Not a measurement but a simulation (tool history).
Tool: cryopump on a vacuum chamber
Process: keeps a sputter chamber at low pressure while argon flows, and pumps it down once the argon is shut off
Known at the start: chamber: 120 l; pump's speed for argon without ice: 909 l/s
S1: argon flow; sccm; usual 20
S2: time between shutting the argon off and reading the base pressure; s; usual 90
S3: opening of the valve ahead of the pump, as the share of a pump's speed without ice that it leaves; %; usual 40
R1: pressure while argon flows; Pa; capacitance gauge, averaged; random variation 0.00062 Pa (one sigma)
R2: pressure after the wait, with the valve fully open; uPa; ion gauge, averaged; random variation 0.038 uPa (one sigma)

Run 1, hour 0.0: usual settings. Result: R1 0.0939 Pa, R2 4.73 uPa.
Run 2, hour 31.8: usual settings. Result: R1 0.0951 Pa, R2 4.92 uPa.
Run 3, hour 66.5: usual settings. Result: R1 0.0954 Pa, R2 4.76 uPa.
Run 4, hour 122.7: usual settings but S2 98 s. Result: R1 0.0949 Pa, R2 5.03 uPa.
Run 5, hour 159.8: usual settings but S2 98 s, S3 22 %. Result: R1 0.1721 Pa, R2 5.09 uPa.
Run 6, hour 211.6: usual settings but S2 98 s, S3 22 %. Result: R1 0.1739 Pa, R2 5.11 uPa.
Run 7, hour 260.8: usual settings but S2 98 s, S3 22 %. Result: R1 0.1732 Pa, R2 5.30 uPa.
Run 8, hour 305.4: usual settings but S2 98 s, S3 22 %. Result: R1 0.1748 Pa, R2 5.24 uPa.
Run 9, hour 369.8: usual settings but S2 98 s, S3 22 %. Result: R1 0.1763 Pa, R2 5.38 uPa.
Run 10, hour 444.8: usual settings but S2 98 s, S3 22 %. Result: R1 0.1766 Pa, R2 5.49 uPa.
Run 11, hour 505.2: usual settings but S2 98 s, S3 16 %. Result: R1 0.2384 Pa, R2 5.77 uPa.
Run 12, hour 573.0: usual settings. Result: R1 0.1009 Pa, R2 6.18 uPa.
Run 13, hour 637.2: usual settings. Result: R1 0.1034 Pa, R2 6.49 uPa.
Run 14, hour 681.9: usual settings. Result: R1 0.1030 Pa, R2 6.50 uPa.
At hour 697.8: leaking fittings of the chamber tightened, without venting.
Run 15, hour 736.0: usual settings but S3 27 %. Result: R1 0.1470 Pa, R2 2.37 uPa.
Run 16, hour 803.5: usual settings. Result: R1 0.1036 Pa, R2 2.37 uPa.
Run 17, hour 844.9: usual settings. Result: R1 0.1035 Pa, R2 2.46 uPa.
At hour 879.0: pump warmed up, emptied and cooled again.
Run 18, hour 924.2: usual settings but S2 133 s, S3 27 %. Result: R1 0.1398 Pa, R2 1.90 uPa.
Run 19, hour 1000.6: usual settings but S2 103 s. Result: R1 0.0942 Pa, R2 2.29 uPa.
Run 20, hour 1072.2: usual settings but S2 288 s, S3 23 %. Result: R1 0.1669 Pa, R2 1.38 uPa.
Run 21, hour 1114.1: usual settings but S2 288 s, S3 23 %. Result: R1 0.1650 Pa, R2 1.53 uPa.
Run 22, hour 1168.0: usual settings but S2 48 s, S3 20 %. Result: R1 0.1912 Pa, R2 4.51 uPa.
Run 23, hour 1200.9: usual settings but S2 20 s, S3 37 %. Result: R1 0.1050 Pa, R2 9.27 uPa.
Run 24, hour 1238.2: usual settings but S1 35 sccm, S3 55 %. Result: R1 0.1278 Pa, R2 2.96 uPa.
Run 25, hour 1279.7: usual settings but S1 39 sccm, S2 300 s, S3 19 %. Result: R1 0.3924 Pa, R2 1.74 uPa.
Run 26, hour 1334.0: usual settings but S1 21 sccm, S2 179 s. Result: R1 0.1033 Pa, R2 2.23 uPa.
Run 27, hour 1375.0: usual settings but S2 177 s, S3 44 %. Result: R1 0.0911 Pa, R2 2.28 uPa.
Run 28, hour 1449.2: usual settings but S1 8 sccm, S2 122 s, S3 44 %. Result: R1 0.0364 Pa, R2 2.92 uPa.
Run 29, hour 1516.1: usual settings but S1 8 sccm, S2 122 s, S3 44 %. Result: R1 0.0375 Pa, R2 3.03 uPa.
Run 30, hour 1578.4: usual settings but S3 45 %. Result: R1 0.0916 Pa, R2 3.61 uPa.
Run 31, hour 1629.1: usual settings but S3 45 %. Result: R1 0.0924 Pa, R2 3.66 uPa.
Run 32, hour 1699.3: usual settings but S3 45 %. Result: R1 0.0942 Pa, R2 3.68 uPa.
Run 33, hour 1746.2: usual settings but S3 45 %. Result: R1 0.0940 Pa, R2 3.85 uPa.

5 ways to go on from here, each from the tool as it stands after run 33. What would each give?
Run A, hour 1790.3: usual settings but S1 27 sccm, S2 244 s. Result: R1 ?, R2 ?.
Run B, hour 1790.3: usual settings but S2 46 s, S3 26 %. Result: R1 ?, R2 ?.
Run C, hour 1790.3: usual settings but S3 38 %. Result: R1 ?, R2 ?.
Run D, hour 1790.3: usual settings but S2 25 s, S3 45 %. Result: R1 ?, R2 ?.
Run E, hour 1790.3: usual settings but S1 16 sccm, S2 119 s, S3 18 %. Result: R1 ?, R2 ?.

run      R1    R2
  A  0.1412  2.87
  B  0.1552  5.86
  C  0.1114  4.02
  D  0.0944  8.64
  E  0.1755  3.65
Without the tool's hidden state the same runs would have given:
run      R1    R2
  A  0.1248  1.01
  B  0.1429  3.94
  C  0.0992  2.14
  D  0.0822  6.78
  E  0.1658  1.74
